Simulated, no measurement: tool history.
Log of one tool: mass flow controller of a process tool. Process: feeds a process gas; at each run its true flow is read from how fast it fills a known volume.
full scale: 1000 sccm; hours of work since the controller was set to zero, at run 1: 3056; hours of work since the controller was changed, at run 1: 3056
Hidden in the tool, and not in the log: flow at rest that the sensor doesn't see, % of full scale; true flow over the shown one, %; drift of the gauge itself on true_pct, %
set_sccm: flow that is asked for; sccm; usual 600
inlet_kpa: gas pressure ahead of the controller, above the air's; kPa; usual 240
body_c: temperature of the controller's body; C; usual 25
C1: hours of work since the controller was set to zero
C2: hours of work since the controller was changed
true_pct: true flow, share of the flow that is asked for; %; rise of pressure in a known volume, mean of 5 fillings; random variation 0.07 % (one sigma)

{"run": 1, "hour": 0.0, "set_sccm": 600, "inlet_kpa": 240, "body_c": 25, "C1": 3056, "C2": 3056, "true_pct": 99.84}
{"run": 2, "hour": 90.4, "set_sccm": 600, "inlet_kpa": 240, "body_c": 25, "C1": 3102, "C2": 3102, "true_pct": 99.83}
{"run": 3, "hour": 197.7, "set_sccm": 600, "inlet_kpa": 240, "body_c": 25, "C1": 3157, "C2": 3157, "true_pct": 99.68}
{"run": 4, "hour": 364.2, "set_sccm": 600, "inlet_kpa": 240, "body_c": 25, "C1": 3242, "C2": 3242, "true_pct": 99.77}
{"run": 5, "hour": 454.6, "set_sccm": 171, "inlet_kpa": 240, "body_c": 25, "C1": 3288, "C2": 3288, "true_pct": 98.31}
{"run": 6, "hour": 625.1, "set_sccm": 171, "inlet_kpa": 240, "body_c": 25, "C1": 3376, "C2": 3376, "true_pct": 98.31}
{"run": 7, "hour": 756.3, "set_sccm": 204, "inlet_kpa": 240, "body_c": 25, "C1": 3443, "C2": 3443, "true_pct": 98.61}
{"run": 8, "hour": 925.0, "set_sccm": 204, "inlet_kpa": 240, "body_c": 25, "C1": 3529, "C2": 3529, "true_pct": 98.6}
{"run": 9, "hour": 1046.1, "set_sccm": 204, "inlet_kpa": 240, "body_c": 25, "C1": 3591, "C2": 3591, "true_pct": 98.69}
{"run": 10, "hour": 1163.1, "set_sccm": 204, "inlet_kpa": 143, "body_c": 27, "C1": 3651, "C2": 3651, "true_pct": 99.11}
{"run": 11, "hour": 1237.1, "set_sccm": 170, "inlet_kpa": 150, "body_c": 23, "C1": 3689, "C2": 3689, "true_pct": 99.19}
{"run": 12, "hour": 1380.0, "set_sccm": 600, "inlet_kpa": 276, "body_c": 21, "C1": 3762, "C2": 3762, "true_pct": 100.03}
{"run": 13, "hour": 1459.9, "set_sccm": 174, "inlet_kpa": 240, "body_c": 35, "C1": 3803, "C2": 3803, "true_pct": 97.11}
{"run": 14, "hour": 1574.1, "set_sccm": 303, "inlet_kpa": 240, "body_c": 30, "C1": 3861, "C2": 3861, "true_pct": 98.46}
{"run": 15, "hour": 1719.6, "set_sccm": 225, "inlet_kpa": 181, "body_c": 29, "C1": 3936, "C2": 3936, "true_pct": 98.72}
{"run": 16, "hour": 1803.3, "set_sccm": 373, "inlet_kpa": 266, "body_c": 29, "C1": 3979, "C2": 3979, "true_pct": 98.7}
{"run": 17, "hour": 1895.1, "set_sccm": 373, "inlet_kpa": 266, "body_c": 29, "C1": 4026, "C2": 4026, "true_pct": 98.56}
{"run": 18, "hour": 2015.0, "set_sccm": 373, "inlet_kpa": 266, "body_c": 29, "C1": 4087, "C2": 4087, "true_pct": 98.57}

Measured less the same run without the tool's hidden state. The same run-to-run variation is in both; the gauge's scatter may not be:
run=1 true_pct=+0.65
run=2 true_pct=+0.65
run=3 true_pct=+0.66
run=4 true_pct=+0.68
run=5 true_pct=-0.21
run=6 true_pct=-0.22
run=7 true_pct=-0.02
run=8 true_pct=-0.02
run=9 true_pct=-0.03
run=10 true_pct=-0.04
run=11 true_pct=-0.27
run=12 true_pct=+0.74
run=13 true_pct=-0.25
run=14 true_pct=+0.34
run=15 true_pct=+0.06
run=16 true_pct=+0.51
run=17 true_pct=+0.51
run=18 true_pct=+0.51

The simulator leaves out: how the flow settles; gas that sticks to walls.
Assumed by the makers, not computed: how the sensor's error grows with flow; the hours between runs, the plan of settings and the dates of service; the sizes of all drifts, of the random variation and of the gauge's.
